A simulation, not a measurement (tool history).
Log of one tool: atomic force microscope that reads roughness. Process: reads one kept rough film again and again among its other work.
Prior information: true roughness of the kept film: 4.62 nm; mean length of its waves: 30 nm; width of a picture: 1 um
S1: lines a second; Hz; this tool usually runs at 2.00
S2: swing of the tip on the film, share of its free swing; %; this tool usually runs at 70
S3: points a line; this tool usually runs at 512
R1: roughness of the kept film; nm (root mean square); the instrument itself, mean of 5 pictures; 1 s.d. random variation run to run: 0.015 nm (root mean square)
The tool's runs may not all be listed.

run	hour	S1	S2	S3	R1
1	0.0	2.00	70	512	3.652
2	5.5	2.00	70	512	3.596
3	18.5	2.00	83	512	3.213
4	30.9	1.52	70	512	3.591
5	39.9	1.52	70	512	3.554
6	50.1	1.52	70	762	3.512
7	58.7	2.00	70	512	3.414
8	65.2	2.00	70	427	3.349
9	73.6	2.00	70	427	3.326
# hour 85.0: new tip fitted
10	87.1	2.00	70	819	3.725
11	99.6	2.00	70	819	3.696
12	110.2	2.00	70	968	3.637
13	117.1	2.00	70	968	3.592
14	128.0	2.00	70	968	3.555
15	134.9	2.00	70	968	3.548
# hour 136.4: height scale calibrated on a step standard
16	141.8	2.00	70	968	3.483
17	149.8	2.00	70	357	3.468
18	162.4	0.52	77	385	3.656
19	175.4	3.51	75	728	2.957
20	188.2	2.00	60	858	3.500

Estimate the outcome of run 21 from the log above:
# hour 195.2: new tip fitted
21	199.0	1.36	62	858	?

Run 21 measured R1 3.956 nm (root mean square).
Take away the tool's hidden state, keep the run-to-run variation as it was, and the same run would have given R1 3.975 nm (root mean square).
